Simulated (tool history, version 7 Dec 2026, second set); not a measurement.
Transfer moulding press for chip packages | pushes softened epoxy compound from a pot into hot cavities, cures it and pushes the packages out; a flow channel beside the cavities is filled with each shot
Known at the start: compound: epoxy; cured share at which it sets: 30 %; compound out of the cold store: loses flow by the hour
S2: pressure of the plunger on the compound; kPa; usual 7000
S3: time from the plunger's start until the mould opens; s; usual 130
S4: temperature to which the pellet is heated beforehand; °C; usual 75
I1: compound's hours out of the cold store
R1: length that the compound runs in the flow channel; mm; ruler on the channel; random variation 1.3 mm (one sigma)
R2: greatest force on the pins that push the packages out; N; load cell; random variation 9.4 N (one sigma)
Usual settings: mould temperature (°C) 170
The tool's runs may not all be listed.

run 1 hour=0.0 | mould_temperature_(°C)=170 S2=7000 S3=130 S4=75 | I1=28.9 | R1=791 R2=591
-- hour=10.5 cavities cleaned with cleaning compound and waxed
run 2 hour=11.4 | mould_temperature_(°C)=170 S2=7000 S3=130 S4=75 | I1=41.0 | R1=744 R2=438
-- hour=21.9 plunger's sealing rings changed
run 3 hour=27.6 | mould_temperature_(°C)=170 S2=7000 S3=130 S4=82 | I1=8.4 | R1=899 R2=490
run 4 hour=34.6 | mould_temperature_(°C)=170 S2=5590 S3=130 S4=82 | I1=18.1 | R1=767 R2=523
run 5 hour=41.5 | mould_temperature_(°C)=170 S2=7000 S3=130 S4=75 | I1=27.6 | R1=813 R2=523
run 6 hour=54.0 | mould_temperature_(°C)=170 S2=7000 S3=130 S4=75 | I1=8.7 | R1=897 R2=562
run 7 hour=63.9 | mould_temperature_(°C)=162 S2=8600 S3=139 S4=85 | I1=23.0 | R1=976 R2=731
run 8 hour=72.3 | mould_temperature_(°C)=162 S2=8700 S3=165 S4=72 | I1=43.4 | R1=883 R2=597
run 9 hour=81.0 | mould_temperature_(°C)=162 S2=7720 S3=146 S4=82 | I1=21.9 | R1=930 R2=717
run 10 hour=90.4 | mould_temperature_(°C)=170 S2=7000 S3=158 S4=84 | I1=30.8 | R1=797 R2=557

4 ways to go on from here, each from the tool as it stands after run 10. What would each give?
run A hour=96.7 | mould_temperature_(°C)=170 S2=5340 S3=130 S4=75 | I1=24.3 | R1=? R2=?
run B hour=96.7 | mould_temperature_(°C)=170 S2=5200 S3=158 S4=84 | I1=28.5 | R1=? R2=?
run C hour=96.7 | mould_temperature_(°C)=170 S2=6040 S3=130 S4=75 | I1=28.3 | R1=? R2=?
run D hour=96.7 | mould_temperature_(°C)=165 S2=7000 S3=130 S4=73 | I1=14.4 | R1=? R2=?

run=A R1=720 R2=602
run=B R1=695 R2=573
run=C R1=751 R2=585
run=D R1=901 R2=753
Without the tool's hidden state the same runs would have given:
run=A R1=723 R2=431
run=B R1=698 R2=413
run=C R1=754 R2=417
run=D R1=904 R2=536
